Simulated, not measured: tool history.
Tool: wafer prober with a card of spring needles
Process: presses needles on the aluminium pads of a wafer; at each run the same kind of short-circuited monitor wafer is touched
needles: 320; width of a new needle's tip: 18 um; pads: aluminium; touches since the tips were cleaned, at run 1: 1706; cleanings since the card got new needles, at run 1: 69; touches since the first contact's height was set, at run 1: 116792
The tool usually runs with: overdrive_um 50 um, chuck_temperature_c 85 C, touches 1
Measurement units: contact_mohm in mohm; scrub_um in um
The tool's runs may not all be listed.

run     day  overdrive_um  chuck_temperature_c  touches  touches since the tips were cleaned  cleanings since the card got new needles  touches since the first contact's height was set  contact_mohm  scrub_um
  1   0.000            50                   85        1                                 1706                                        69                                            116792           183      8.74
      0.508  -- tips cleaned on abrasive film
      1.242  -- tips cleaned on abrasive film
  2   1.433            50                   85        1                                 1407                                        71                                            127123           186      8.73
      2.000  -- tips cleaned on abrasive film
  3   2.104            50                   85        2                                  763                                        72                                            131951           186      8.78
      2.362  -- height of the first contact set anew
      2.800  -- tips cleaned on abrasive film
  4   2.833            50                   85        1                                  260                                        73                                              3387           183      8.75
      3.538  -- tips cleaned on abrasive film
  5   4.204            50                   85        1                                 4831                                        74                                             13274           185      8.76
      4.350  -- tips cleaned on abrasive film
      5.104  -- tips cleaned on abrasive film
  6   5.233            50                   85        2                                  933                                        76                                             20680           189      8.76
      5.817  -- tips cleaned on abrasive film
      6.529  -- tips cleaned on abrasive film
  7   6.579            50                   85        2                                  345                                        78                                             30360           187      8.76
      7.338  -- tips cleaned on abrasive film
  8   7.992            50                   85        2                                 4746                                        79                                             40571           185      8.73
      8.067  -- tips cleaned on abrasive film
  9   8.629            50                   85        2                                 4051                                        80                                             45141           186      8.74
      8.867  -- tips cleaned on abrasive film
      9.617  -- tips cleaned on abrasive film
 10   9.817            50                   85        2                                 1454                                        82                                             53684           185      8.72
     10.400  -- tips cleaned on abrasive film
     11.142  -- tips cleaned on abrasive film
 11  11.267            50                   85        2                                  913                                        84                                             64146           185      8.70
     11.908  -- tips cleaned on abrasive film
 12  12.554            50                   85        2                                 4694                                        85                                             73443           189      8.76
     12.658  -- tips cleaned on abrasive film
 13  13.338            34                   85        3                                 4931                                        86                                             79084           195      5.93
     13.412  -- tips cleaned on abrasive film
     14.175  -- tips cleaned on abrasive film
 14  14.288            50                  114        2                                  833                                        88                                             85902           194      8.68
     14.979  -- tips cleaned on abrasive film
 15  15.096            46                  114        1                                  832                                        89                                             91713           194      7.99
     15.708  -- tips cleaned on abrasive film
 16  16.275            46                  114        1                                 4094                                        90                                            100227           194      8.01
     16.508  -- tips cleaned on abrasive film
     17.238  -- tips cleaned on abrasive film
 17  17.367            33                   29        2                                  922                                        92                                            108074           182      5.75
     18.058  -- tips cleaned on abrasive film
 18  18.329            33                   29        2                                 1958                                        93                                            115006           185      5.77
     18.779  -- tips cleaned on abrasive film
     19.592  -- tips cleaned on abrasive film
 19  19.858            33                   29        2                                 1942                                        95                                            126037           180      5.71
     20.312  -- tips cleaned on abrasive film
 20  20.588            33                   29        2                                 1992                                        96                                            131289           185      5.73
     20.942  -- height of the first contact set anew
     21.083  -- tips cleaned on abrasive film
     21.812  -- tips cleaned on abrasive film
 21  21.821            33                   29        2                                   67                                        98                                              6331           180      5.72
     22.546  -- tips cleaned on abrasive film
 22  23.146            50                   93        1                                 4373                                        99                                             15899           185      8.67
     23.267  -- tips cleaned on abrasive film
     24.008  -- tips cleaned on abrasive film
 23  24.208            66                  102        1                                 1441                                       101                                             23520           182     11.46

The next listed run, before its measurement:
     24.846  -- tips cleaned on abrasive film
 24  24.958            30                   30        1                                  840                                       102                                             28935             ?         ?

contact_mohm: 190 mohm
scrub_um: 5.19 um
Minus the tool's unlogged condition, the same run would have read contact_mohm 189 mohm, scrub_um 5.26 um.
